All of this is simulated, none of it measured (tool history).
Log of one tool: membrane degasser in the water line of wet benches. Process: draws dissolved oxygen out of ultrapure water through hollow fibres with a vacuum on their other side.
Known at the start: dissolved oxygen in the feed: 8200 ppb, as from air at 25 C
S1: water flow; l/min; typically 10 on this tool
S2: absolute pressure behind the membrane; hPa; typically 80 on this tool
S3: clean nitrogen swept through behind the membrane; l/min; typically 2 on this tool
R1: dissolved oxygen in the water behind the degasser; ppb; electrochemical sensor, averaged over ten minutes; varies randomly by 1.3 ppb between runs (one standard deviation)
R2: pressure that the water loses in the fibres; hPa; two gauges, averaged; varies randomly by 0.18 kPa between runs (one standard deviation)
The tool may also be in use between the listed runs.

{"run": 1, "hour": 0.0, "S1": 10, "S2": 80, "S3": 2, "R1": 122.4, "R2": 313.7}
{"run": 2, "hour": 49.6, "S1": 10, "S2": 80, "S3": 2, "R1": 124.6, "R2": 307.4}
{"run": 3, "hour": 93.6, "S1": 10, "S2": 80, "S3": 2, "R1": 123.6, "R2": 307.6}
{"run": 4, "hour": 143.5, "S1": 10, "S2": 80, "S3": 2, "R1": 124.4, "R2": 308.2}
{"hour": 146.6, "done": "vacuum gauge calibrated"}
{"run": 5, "hour": 173.5, "S1": 10, "S2": 80, "S3": 2, "R1": 123.3, "R2": 309.1}
{"run": 6, "hour": 209.2, "S1": 16, "S2": 80, "S3": 2, "R1": 290.3, "R2": 496.4}
{"run": 7, "hour": 237.8, "S1": 8, "S2": 177.7, "S3": 2, "R1": 176.9, "R2": 247.1}
{"run": 8, "hour": 284.1, "S1": 12, "S2": 80, "S3": 4.18, "R1": 138.7, "R2": 373}

Predict the results of run 9:
{"hour": 299.2, "done": "vacuum gauge calibrated, once more"}
{"run": 9, "hour": 338.3, "S1": 9, "S2": 65.7, "S3": 1.09, "R1": "?", "R2": "?"}

{"run 9": {"R1": 116.9, "R2": 278.1}}
Had the tool carried no hidden state, the very same run would have given R1 114 ppb, R2 277.4 hPa.

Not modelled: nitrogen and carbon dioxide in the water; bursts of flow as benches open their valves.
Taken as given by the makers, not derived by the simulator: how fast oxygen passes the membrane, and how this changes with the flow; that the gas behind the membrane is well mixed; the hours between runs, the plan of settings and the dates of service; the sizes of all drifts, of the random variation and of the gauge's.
